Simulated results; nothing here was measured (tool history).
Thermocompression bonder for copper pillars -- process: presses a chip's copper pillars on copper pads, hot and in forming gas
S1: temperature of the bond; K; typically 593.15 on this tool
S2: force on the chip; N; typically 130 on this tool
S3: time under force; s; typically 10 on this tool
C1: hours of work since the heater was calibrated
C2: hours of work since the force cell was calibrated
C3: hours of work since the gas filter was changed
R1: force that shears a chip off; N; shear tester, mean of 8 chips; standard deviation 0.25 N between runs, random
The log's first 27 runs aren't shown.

| run | hour | S1 | S2 | S3 | C1 | C2 | C3 | R1 |
|---|---|---|---|---|---|---|---|---|
| 28 | 314.1 | 619.15 | 87 | 27 | 28 | 437 | 168 | 62.1 |
| 29 | 326 | 614.15 | 130 | 8 | 33 | 442 | 173 | 55.8 |
| 30 | 335.6 | 575.15 | 130 | 13 | 37 | 446 | 177 | 41.1 |
| 31 | 350.5 | 575.15 | 130 | 13 | 43 | 452 | 183 | 41 |
| 32 | 364.8 | 588.15 | 90 | 10 | 49 | 458 | 188 | 30 |
| 33 | 375.2 | 618.15 | 187 | 10 | 53 | 462 | 193 | 80.6 |
| 34 | 390.4 | 613.15 | 128 | 10 | 59 | 468 | 199 | 58.7 |
| 35 | 403.5 | 613.15 | 128 | 10 | 64 | 473 | 204 | 57.9 |
| 36 | 412.4 | 607.15 | 130 | 10 | 68 | 477 | 208 | 55 |
| 37 | 427.4 | 607.15 | 130 | 10 | 74 | 483 | 214 | 55.3 |
| 38 | 435.1 | 622.15 | 141 | 10 | 77 | 486 | 217 | 68.7 |
| 39 | 448.5 | 622.15 | 141 | 10 | 83 | 492 | 222 | 68.8 |

What if the next run were any one of these 5? Each begins from the tool's condition after run 39:
| A | 463.7 | 619.15 | 95 | 5 | 89 | 498 | 229 | ? |
| B | 463.7 | 622.15 | 141 | 13 | 89 | 498 | 229 | ? |
| C | 463.7 | 587.15 | 87 | 10 | 89 | 498 | 229 | ? |
| D | 463.7 | 619.15 | 177 | 15 | 89 | 498 | 229 | ? |
| E | 463.7 | 593.15 | 130 | 8 | 89 | 498 | 229 | ? |

| run | R1 |
|---|---|
| A | 36.6 |
| B | 74.2 |
| C | 28.1 |
| D | 85 |
| E | 43.1 |
The same runs, with their run-to-run variation unchanged, on a tool lacking any hidden condition would have given:
| run | R1 |
|---|---|
| A | 38.1 |
| B | 76.9 |
| C | 29.3 |
| D | 87.9 |
| E | 44.9 |
